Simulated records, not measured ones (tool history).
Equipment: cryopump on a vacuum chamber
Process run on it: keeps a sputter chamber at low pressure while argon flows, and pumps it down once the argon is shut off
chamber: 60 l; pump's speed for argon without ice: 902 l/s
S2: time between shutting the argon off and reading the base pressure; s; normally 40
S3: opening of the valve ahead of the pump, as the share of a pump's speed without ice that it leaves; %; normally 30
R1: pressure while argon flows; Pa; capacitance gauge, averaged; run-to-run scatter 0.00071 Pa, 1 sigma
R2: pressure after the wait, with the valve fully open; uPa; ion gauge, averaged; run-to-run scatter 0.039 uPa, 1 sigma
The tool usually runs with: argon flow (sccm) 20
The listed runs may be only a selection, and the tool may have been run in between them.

Run 1, hour 0: usual settings. Result: R1 0.1298 Pa, R2 2.71 uPa.
Run 2, hour 28.1: usual settings. Result: R1 0.1291 Pa, R2 2.77 uPa.
Run 3, hour 60.9: usual settings. Result: R1 0.1298 Pa, R2 2.72 uPa.
Run 4, hour 89.8: usual settings but S3 56 %. Result: R1 0.0722 Pa, R2 2.81 uPa.
Run 5, hour 109.8: usual settings but S3 56 %. Result: R1 0.0741 Pa, R2 2.83 uPa.
Run 6, hour 134.8: usual settings but S3 56 %. Result: R1 0.0736 Pa, R2 2.83 uPa.
Run 7, hour 151.9: usual settings but S3 56 %. Result: R1 0.0732 Pa, R2 2.9 uPa.
Run 8, hour 183.3: usual settings but S3 56 %. Result: R1 0.0747 Pa, R2 2.97 uPa.
Run 9, hour 209.7: usual settings but S3 56 %. Result: R1 0.0753 Pa, R2 2.83 uPa.
Run 10, hour 232.9: usual settings but argon flow (sccm) 24, S2 35 s, S3 35 %. Result: R1 0.1376 Pa, R2 3.17 uPa.
Run 11, hour 263.3: usual settings but S2 25 s, S3 23 %. Result: R1 0.1722 Pa, R2 4.08 uPa.
Run 12, hour 285.7: usual settings but argon flow (sccm) 15, S2 20 s, S3 39 %. Result: R1 0.0785 Pa, R2 4.87 uPa.
Run 13, hour 310.9: usual settings but argon flow (sccm) 10, S2 41 s, S3 23 %. Result: R1 0.087 Pa, R2 3 uPa.
Run 14, hour 331.6: usual settings but argon flow (sccm) 16, S2 41 s, S3 17 %. Result: R1 0.1855 Pa, R2 3.01 uPa.
Run 15, hour 349.6: usual settings but argon flow (sccm) 8, S2 46 s, S3 51 %. Result: R1 0.0329 Pa, R2 2.86 uPa.
Run 16, hour 377.9: usual settings but argon flow (sccm) 13, S2 48 s, S3 49 %. Result: R1 0.0571 Pa, R2 2.81 uPa.
Run 17, hour 397.8: usual settings but argon flow (sccm) 15, S2 82 s, S3 29 %. Result: R1 0.1049 Pa, R2 2.15 uPa.

Each row is a separate what-if for the run after 17, all from the same tool condition, not one after another. Results?
Run A, hour 413.5: usual settings but S2 25 s. Result: R1 ?, R2 ?.
Run B, hour 413.5: usual settings but S3 18 %. Result: R1 ?, R2 ?.
Run C, hour 413.5: usual settings but argon flow (sccm) 10, S2 170 s, S3 52 %. Result: R1 ?, R2 ?.
Run D, hour 413.5: usual settings but argon flow (sccm) 40, S2 73 s, S3 19 %. Result: R1 ?, R2 ?.
Run E, hour 413.5: usual settings but argon flow (sccm) 16, S2 265 s, S3 21 %. Result: R1 ?, R2 ?.

run      R1    R2
  A  0.1364  4.21
  B  0.2207  3.07
  C  0.0422  1.63
  D  0.4166  2.23
  E  0.1513  1.51
What these runs would have given with no unlogged condition in the tool:
run      R1    R2
  A  0.1246  3.33
  B  0.2089  2.19
  C  0.0363  0.75
  D  0.3931  1.36
  E  0.1419   0.6
